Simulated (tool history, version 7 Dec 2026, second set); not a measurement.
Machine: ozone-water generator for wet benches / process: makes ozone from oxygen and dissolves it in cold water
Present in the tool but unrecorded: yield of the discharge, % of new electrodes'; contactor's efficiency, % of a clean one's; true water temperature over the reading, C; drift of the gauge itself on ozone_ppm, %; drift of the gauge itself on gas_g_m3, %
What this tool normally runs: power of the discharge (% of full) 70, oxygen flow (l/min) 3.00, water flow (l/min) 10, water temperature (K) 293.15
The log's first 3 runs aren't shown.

run	hour	power of the discharge (% of full)	oxygen flow (l/min)	water flow (l/min)	water temperature (K)	hours of work since the electrodes were changed	hours of work since the contactor was cleaned	hours of work since the thermometer was calibrated	dissolved ozone (ppm)	ozone in the gas ahead of the water (g/m3)
4	166.6	49	3.00	10	293.15	1180	6475	2219	15.2	148.2
5	193.7	70	1.77	10	293.15	1200	6496	2239	19.7	258.8
6	218.2	70	1.77	10	296.15	1219	6515	2258	18.8	256.2
7	270.4	70	1.77	10	296.15	1259	6554	2298	18.9	256.9
8	296.2	70	1.77	10	296.15	1278	6574	2317	18.9	259.7
9	351.0	70	1.77	10	296.15	1320	6616	2359	18.9	254.4
10	380.4	48	1.77	10	296.15	1342	6638	2381	15.4	207.1
11	411.6	48	1.77	10	296.15	1366	6662	2405	15.4	207.8
12	446.0	48	1.77	10	296.15	1392	6688	2431	15.1	207.1
13	476.3	70	3.00	10	293.15	1415	6711	2454	18.3	180.6
14	506.6	70	3.00	7	293.15	1438	6734	2477	24.5	180.1
15	534.8	70	3.00	7	293.15	1460	6756	2499	25.0	180.5
16	570.3	70	3.00	7	293.15	1487	6782	2526	24.7	179.1
17	604.3	70	3.00	7	292.15	1513	6808	2552	25.0	181.5
18	639.6	79	2.84	10	289.15	1539	6835	2578	21.0	200.5
19	681.7	78	3.87	10	289.15	1571	6867	2610	19.7	160.9
20	708.6	86	2.36	12	292.15	1592	6888	2631	18.0	234.2
21	760.3	93	3.00	8	292.15	1631	6927	2670	26.5	207.2
22	795.5	93	3.00	8	292.15	1658	6954	2697	26.3	209.6

Expected results for the next run?
23	823.3	70	3.00	12	300.15	1679	6975	2718	?	?

{"run 23": {"dissolved ozone (ppm)": 13.9, "ozone in the gas ahead of the water (g/m3)": 178.1}}
On a tool with no hidden condition, and with the same random variation, this run would have come out at dissolved ozone (ppm) 15.3, ozone in the gas ahead of the water (g/m3) 184.8.
